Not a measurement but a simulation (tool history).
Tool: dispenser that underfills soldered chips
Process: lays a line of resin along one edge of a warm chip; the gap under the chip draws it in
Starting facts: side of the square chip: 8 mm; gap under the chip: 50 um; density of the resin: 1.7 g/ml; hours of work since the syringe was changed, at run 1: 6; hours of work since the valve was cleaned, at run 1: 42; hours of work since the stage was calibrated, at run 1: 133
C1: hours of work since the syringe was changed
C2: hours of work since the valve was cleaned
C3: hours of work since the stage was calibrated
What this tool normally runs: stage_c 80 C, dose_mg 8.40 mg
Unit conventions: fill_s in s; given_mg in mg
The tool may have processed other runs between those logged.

Run 1, day 0.000: usual settings; C1 6; C2 42; C3 133. Result: fill_s 110.9 s, given_mg 8.16 mg.
Run 2, day 0.175: usual settings but stage_c 83 C; C1 9; C2 45; C3 136. Result: fill_s 113.2 s, given_mg 8.17 mg.
At day 0.300: new syringe of resin.
Run 3, day 0.338: usual settings but stage_c 83 C, dose_mg 7.42 mg; C1 1; C2 47; C3 138. Result: fill_s 85.0 s, given_mg 7.19 mg.
Run 4, day 0.525: usual settings but stage_c 83 C, dose_mg 7.42 mg; C1 4; C2 50; C3 141. Result: fill_s 95.2 s, given_mg 7.17 mg.
Run 5, day 0.650: usual settings but stage_c 83 C, dose_mg 7.42 mg; C1 6; C2 52; C3 143. Result: fill_s 104.2 s, given_mg 7.15 mg.
Run 6, day 0.892: usual settings but stage_c 83 C, dose_mg 7.42 mg; C1 10; C2 57; C3 148. Result: fill_s 122.5 s, given_mg 7.18 mg.
At day 0.942: new syringe of resin.
Run 7, day 1.025: usual settings but stage_c 83 C, dose_mg 7.42 mg; C1 1; C2 59; C3 150. Result: fill_s 88.9 s, given_mg 7.16 mg.
Run 8, day 1.238: usual settings but stage_c 83 C, dose_mg 7.42 mg; C1 5; C2 62; C3 153. Result: fill_s 103.0 s, given_mg 7.15 mg.
At day 1.371: dispensing valve cleaned and set on the balance.
Run 9, day 1.433: usual settings but stage_c 83 C, dose_mg 7.42 mg; C1 7; C2 1; C3 156. Result: fill_s 110.1 s, given_mg 7.42 mg.
At day 1.617: new syringe of resin.
Run 10, day 1.688: usual settings but stage_c 77 C; C1 1; C2 5; C3 160. Result: fill_s 105.1 s, given_mg 8.39 mg.
Run 11, day 1.925: usual settings but stage_c 69 C; C1 5; C2 9; C3 164. Result: fill_s 162.3 s, given_mg 8.36 mg.
Run 12, day 2.162: usual settings but stage_c 69 C; C1 9; C2 13; C3 168. Result: fill_s 186.1 s, given_mg 8.33 mg.
At day 2.267: new syringe of resin.
Run 13, day 2.425: usual settings but stage_c 69 C; C1 3; C2 17; C3 172. Result: fill_s 143.3 s, given_mg 8.29 mg.
Run 14, day 2.600: usual settings but stage_c 88 C; C1 6; C2 20; C3 175. Result: fill_s 85.4 s, given_mg 8.28 mg.
Run 15, day 2.788: usual settings but stage_c 88 C; C1 9; C2 23; C3 178. Result: fill_s 99.8 s, given_mg 8.28 mg.
At day 2.904: new syringe of resin.
Run 16, day 2.988: usual settings but stage_c 69 C; C1 1; C2 26; C3 181. Result: fill_s 139.9 s, given_mg 8.24 mg.
Run 17, day 3.142: usual settings but dose_mg 8.99 mg; C1 4; C2 29; C3 184. Result: fill_s 106.9 s, given_mg 8.81 mg.
Run 18, day 3.258: usual settings but dose_mg 8.99 mg; C1 6; C2 31; C3 185. Result: fill_s 114.6 s, given_mg 8.81 mg.
Run 19, day 3.454: usual settings but stage_c 90 C; C1 9; C2 34; C3 189. Result: fill_s 95.9 s, given_mg 8.23 mg.
At day 3.546: new syringe of resin.
Run 20, day 3.571: usual settings but stage_c 90 C; C1 0; C2 36; C3 191. Result: fill_s 67.9 s, given_mg 8.22 mg.
Run 21, day 3.717: usual settings but stage_c 90 C; C1 3; C2 38; C3 193. Result: fill_s 73.9 s, given_mg 8.20 mg.
Run 22, day 3.904: usual settings but stage_c 90 C; C1 6; C2 42; C3 196. Result: fill_s 83.2 s, given_mg 8.17 mg.
Run 23, day 4.025: usual settings but stage_c 90 C; C1 8; C2 43; C3 198. Result: fill_s 91.1 s, given_mg 8.18 mg.
At day 4.188: new syringe of resin.
Run 24, day 4.250: usual settings but stage_c 70 C, dose_mg 7.67 mg; C1 1; C2 47; C3 202. Result: fill_s 134.8 s, given_mg 7.44 mg.
Run 25, day 4.479: usual settings but stage_c 70 C, dose_mg 7.67 mg; C1 5; C2 51; C3 205. Result: fill_s 158.0 s, given_mg 7.38 mg.
Run 26, day 4.729: usual settings but stage_c 70 C, dose_mg 7.67 mg; C1 9; C2 55; C3 210. Result: fill_s 187.1 s, given_mg 7.40 mg.
At day 4.821: new syringe of resin.
Run 27, day 4.883: usual settings but dose_mg 7.56 mg; C1 1; C2 57; C3 212. Result: fill_s 97.2 s, given_mg 7.27 mg.
Run 28, day 5.092: usual settings but dose_mg 7.56 mg; C1 5; C2 61; C3 215. Result: fill_s 114.4 s, given_mg 7.27 mg.
At day 5.296: dispensing valve cleaned and set on the balance.
Run 29, day 5.296: usual settings but dose_mg 8.39 mg; C1 7; C2 0; C3 218. Result: fill_s 124.7 s, given_mg 8.34 mg.
At day 5.500: new syringe of resin.
Run 30, day 5.508: usual settings but stage_c 91 C, dose_mg 8.79 mg; C1 0; C2 3; C3 222. Result: fill_s 64.3 s, given_mg 8.77 mg.
Run 31, day 5.692: usual settings but dose_mg 8.79 mg; C1 3; C2 6; C3 225. Result: fill_s 104.4 s, given_mg 8.74 mg.
Run 32, day 5.925: usual settings but dose_mg 8.79 mg; C1 7; C2 10; C3 228. Result: fill_s 122.3 s, given_mg 8.69 mg.
Run 33, day 6.117: usual settings but dose_mg 8.79 mg; C1 10; C2 14; C3 232. Result: fill_s 138.0 s, given_mg 8.66 mg.
At day 6.146: new syringe of resin.
Run 34, day 6.308: usual settings but dose_mg 8.79 mg; C1 3; C2 17; C3 235. Result: fill_s 100.0 s, given_mg 8.64 mg.

Run 35 is up next; what results do you expect?
Run 35, day 6.504: usual settings but stage_c 75 C, dose_mg 7.43 mg; C1 6; C2 20; C3 238. Result: fill_s ?, given_mg ?.

fill_s: 141.9 s
given_mg: 7.31 mg
Were there no unlogged condition in the tool, this run, its random variation unchanged, would have produced fill_s 104.4 s, given_mg 7.44 mg.
